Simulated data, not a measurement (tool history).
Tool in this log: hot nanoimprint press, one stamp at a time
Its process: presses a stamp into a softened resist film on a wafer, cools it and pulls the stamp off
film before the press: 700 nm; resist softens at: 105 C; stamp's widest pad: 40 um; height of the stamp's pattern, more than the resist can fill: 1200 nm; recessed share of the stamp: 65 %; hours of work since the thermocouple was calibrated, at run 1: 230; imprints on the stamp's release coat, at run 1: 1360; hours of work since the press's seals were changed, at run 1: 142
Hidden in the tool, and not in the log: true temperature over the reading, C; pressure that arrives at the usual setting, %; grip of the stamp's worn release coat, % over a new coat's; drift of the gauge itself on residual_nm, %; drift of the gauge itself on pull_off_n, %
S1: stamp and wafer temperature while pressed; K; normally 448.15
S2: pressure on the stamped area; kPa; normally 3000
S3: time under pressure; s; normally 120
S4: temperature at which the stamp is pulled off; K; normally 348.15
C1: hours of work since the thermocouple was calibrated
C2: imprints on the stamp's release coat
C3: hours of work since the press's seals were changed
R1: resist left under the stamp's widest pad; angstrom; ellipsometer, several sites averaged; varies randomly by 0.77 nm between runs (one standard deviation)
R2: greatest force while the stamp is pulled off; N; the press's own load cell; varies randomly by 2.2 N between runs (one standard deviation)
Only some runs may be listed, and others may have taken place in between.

Run 1, hour 0.0: usual settings; C1 230; C2 1360; C3 142. Result: R1 2499 angstrom, R2 126 N.
Run 2, hour 42.4: usual settings; C1 251; C2 1513; C3 163. Result: R1 2480 angstrom, R2 125 N.
Run 3, hour 75.6: usual settings but S4 349.15 K; C1 268; C2 1633; C3 181. Result: R1 2492 angstrom, R2 120 N.
At hour 89.0: stamp cleaned and given a new release coat.
Run 4, hour 114.3: usual settings; C1 285; C2 91; C3 197. Result: R1 2485 angstrom, R2 99 N.
Run 5, hour 152.9: usual settings but S1 446.15 K; C1 305; C2 231; C3 217. Result: R1 2651 angstrom, R2 97 N.
Run 6, hour 214.4: usual settings but S1 446.15 K; C1 336; C2 453; C3 248. Result: R1 2655 angstrom, R2 106 N.
Run 7, hour 268.4: usual settings but S1 446.15 K; C1 364; C2 648; C3 276. Result: R1 2652 angstrom, R2 104 N.
Run 8, hour 318.7: usual settings but S1 446.15 K; C1 390; C2 829; C3 302. Result: R1 2638 angstrom, R2 111 N.
At hour 356.5: plate thermocouple calibrated.
Run 9, hour 362.0: usual settings but S4 351.15 K; C1 3; C2 975; C3 322. Result: R1 2549 angstrom, R2 106 N.
Run 10, hour 426.5: usual settings but S4 351.15 K; C1 36; C2 1208; C3 355. Result: R1 2536 angstrom, R2 111 N.
Run 11, hour 474.2: usual settings; C1 60; C2 1380; C3 380. Result: R1 2547 angstrom, R2 119 N.
Run 12, hour 510.2: usual settings; C1 79; C2 1511; C3 398. Result: R1 2546 angstrom, R2 123 N.
At hour 556.4: stamp cleaned and given a new release coat.
Run 13, hour 574.6: usual settings; C1 109; C2 66; C3 428. Result: R1 2539 angstrom, R2 98 N.
Run 14, hour 643.0: usual settings; C1 144; C2 313; C3 463. Result: R1 2549 angstrom, R2 101 N.
Run 15, hour 694.6: usual settings; C1 170; C2 499; C3 490. Result: R1 2560 angstrom, R2 105 N.
Run 16, hour 744.1: usual settings but S1 442.15 K, S2 2150 kPa, S3 171 s, S4 345.15 K; C1 195; C2 678; C3 515. Result: R1 3182 angstrom, R2 112 N.
Run 17, hour 799.1: usual settings but S3 140 s; C1 223; C2 877; C3 543. Result: R1 2389 angstrom, R2 111 N.
Run 18, hour 838.5: usual settings but S1 439.15 K, S2 2150 kPa, S4 353.15 K; C1 244; C2 1019; C3 563. Result: R1 3941 angstrom, R2 101 N.
Run 19, hour 893.2: usual settings but S1 439.15 K, S2 2150 kPa, S4 353.15 K; C1 272; C2 1217; C3 591. Result: R1 3940 angstrom, R2 107 N.
Run 20, hour 927.0: usual settings but S2 3480 kPa, S3 87 s, S4 340.15 K; C1 289; C2 1339; C3 609. Result: R1 2658 angstrom, R2 140 N.
Run 21, hour 978.8: usual settings but S2 3480 kPa, S3 87 s, S4 340.15 K; C1 315; C2 1526; C3 635. Result: R1 2665 angstrom, R2 138 N.
At hour 1019.9: stamp cleaned and given a new release coat.
Run 22, hour 1056.7: usual settings but S1 455.15 K, S2 2020 kPa, S3 109 s, S4 340.15 K; C1 352; C2 133; C3 672. Result: R1 2610 angstrom, R2 114 N.
Run 23, hour 1110.3: usual settings but S1 455.15 K, S2 2020 kPa, S3 109 s, S4 340.15 K; C1 380; C2 326; C3 699. Result: R1 2598 angstrom, R2 115 N.
At hour 1168.4: plate thermocouple calibrated.
Run 24, hour 1178.0: usual settings but S2 2370 kPa, S4 350.15 K; C1 5; C2 560; C3 733. Result: R1 2876 angstrom, R2 102 N.
Run 25, hour 1249.2: usual settings but S2 2370 kPa, S4 350.15 K; C1 41; C2 817; C3 769. Result: R1 2874 angstrom, R2 102 N.
Run 26, hour 1306.0: usual settings but S2 2370 kPa, S4 350.15 K; C1 70; C2 1022; C3 798. Result: R1 2870 angstrom, R2 109 N.
Run 27, hour 1339.7: usual settings but S1 450.15 K, S2 3220 kPa, S3 179 s, S4 335.15 K; C1 88; C2 1144; C3 815. Result: R1 1970 angstrom, R2 147 N.
Run 28, hour 1405.7: usual settings but S2 2170 kPa, S3 229 s; C1 122; C2 1383; C3 849. Result: R1 2334 angstrom, R2 122 N.
Run 29, hour 1448.9: usual settings but S1 453.15 K, S3 181 s, S4 335.15 K; C1 144; C2 1539; C3 871. Result: R1 1855 angstrom, R2 153 N.

Branching from run 29: 3 alternative next runs. What would each branch give?
At hour 1488.7: stamp cleaned and given a new release coat.
Run A, hour 1495.5: usual settings but S2 3030 kPa, S3 133 s; C1 164; C2 24; C3 892. Result: R1 ?, R2 ?.
At hour 1488.7: stamp cleaned and given a new release coat.
Run B, hour 1495.5: usual settings but S1 453.15 K, S2 3520 kPa, S3 181 s, S4 333.15 K; C1 164; C2 24; C3 892. Result: R1 ?, R2 ?.
At hour 1488.7: stamp cleaned and given a new release coat.
Run C, hour 1495.5: usual settings but S1 440.15 K, S3 181 s, S4 335.15 K; C1 164; C2 24; C3 892. Result: R1 ?, R2 ?.

run    R1   R2
  A  2439   99
  B  1703  120
  C  2829  121
The same runs, with their run-to-run variation unchanged, on a tool lacking any hidden condition would have given:
run    R1   R2
  A  2408   99
  B  1673  120
  C  2799  121
